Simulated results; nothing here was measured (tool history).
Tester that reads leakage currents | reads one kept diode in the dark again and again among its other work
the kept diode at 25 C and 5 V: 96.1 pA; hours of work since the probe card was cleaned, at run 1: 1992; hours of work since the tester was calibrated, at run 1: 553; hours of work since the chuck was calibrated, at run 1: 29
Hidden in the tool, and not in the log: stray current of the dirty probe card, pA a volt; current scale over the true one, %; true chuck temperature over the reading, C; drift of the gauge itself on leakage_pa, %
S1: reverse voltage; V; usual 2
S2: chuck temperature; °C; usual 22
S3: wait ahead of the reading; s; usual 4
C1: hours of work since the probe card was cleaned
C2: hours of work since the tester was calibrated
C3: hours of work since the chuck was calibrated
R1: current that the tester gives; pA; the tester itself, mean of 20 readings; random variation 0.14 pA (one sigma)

run	day	S1	S2	S3	C1	C2	C3	R1
1	0	2	22	4	1992	553	29	45.4
2	1.988	2	22	4	2025	585	62	45.14
3	3.967	2	39	4	2057	618	94	163.05
4	5.962	2	34	4	2090	651	127	113.32
5	8.342	2	22	4	2129	690	166	44.66
6	11.058	2	22	4	2174	734	211	44.57
7	14.142	2	22	4	2224	785	261	44.28
8	17.562	2	60	4	2280	841	318	670.22
9	21.662	2	22	4	2348	908	385	43.7
10	23.408	2	22	4	2376	937	414	43.6
11	26.317	2	22	4	2424	985	461	43.27
12	29.354	2	25	4	2474	1035	511	54.63
13	32.592	2	25	4	2527	1088	564	54.34
14	34.742	2	25	4	2562	1123	600	54.15
15	36.612	2	25	4	2593	1154	630	53.92
16	40.608	2	25	4	2659	1219	696	53.15
17	44.612	3.82	25	4	2724	1285	762	79
18	48.525	2	35	4	2789	1349	826	111.9
19	52.612	2.45	22	4	2856	1416	893	46.76
20	54.733	13.53	22	1.13	2890	1451	928	141.21
21	58.45	19.95	24	1.13	2951	1512	989	208.14
22	61.838	19.95	24	1.13	3007	1568	1044	207.22
# day 62.204: chuck's temperature calibrated
23	63.604	3.57	41	0.59	3035	1595	23	229.01
24	67.2	13.95	58	3.37	3094	1654	82	1651.05
25	71.229	2.59	25	5.12	3160	1721	148	55.81
26	73.221	13.58	22	3.62	3192	1753	181	128.94
27	76.517	2.8	22	8.78	3247	1807	235	46.18
28	78.575	8.15	22	6.23	3280	1841	269	91.76
29	80.488	8.77	39	9.26	3312	1873	300	328.38
# day 81.562: chuck's temperature calibrated, once more
30	83.558	13.81	40	1.41	3361	1922	33	570.58
# day 86.704: probe card cleaned and baked
31	86.871	2	25	1.01	3	1974	85	54.39
32	89.821	2	27	4	51	2022	134	63.1
33	93.275	2	27	4	108	2079	190	62.44
34	95.533	2	27	4	145	2116	227	62.51
35	98.283	2.71	27	8.39	190	2161	272	74.06
36	102.021	2.84	40	8.39	251	2223	334	204.58
37	105.592	2.84	40	8.39	310	2281	392	202.46
38	109.367	2.84	40	0.36	372	2343	454	202.77

3 ways to go on from here, each from the tool as it stands after run 38. What would each give?
A	111.454	2	24	4	406	2377	489	?
B	111.454	6.13	40	0.36	406	2377	489	?
C	111.454	2	25	4	406	2377	489	?

run	R1
A	47.68
B	322.92
C	51.87
Without the tool's hidden state the same runs would have given:
run	R1
A	51.55
B	348.33
C	56.09

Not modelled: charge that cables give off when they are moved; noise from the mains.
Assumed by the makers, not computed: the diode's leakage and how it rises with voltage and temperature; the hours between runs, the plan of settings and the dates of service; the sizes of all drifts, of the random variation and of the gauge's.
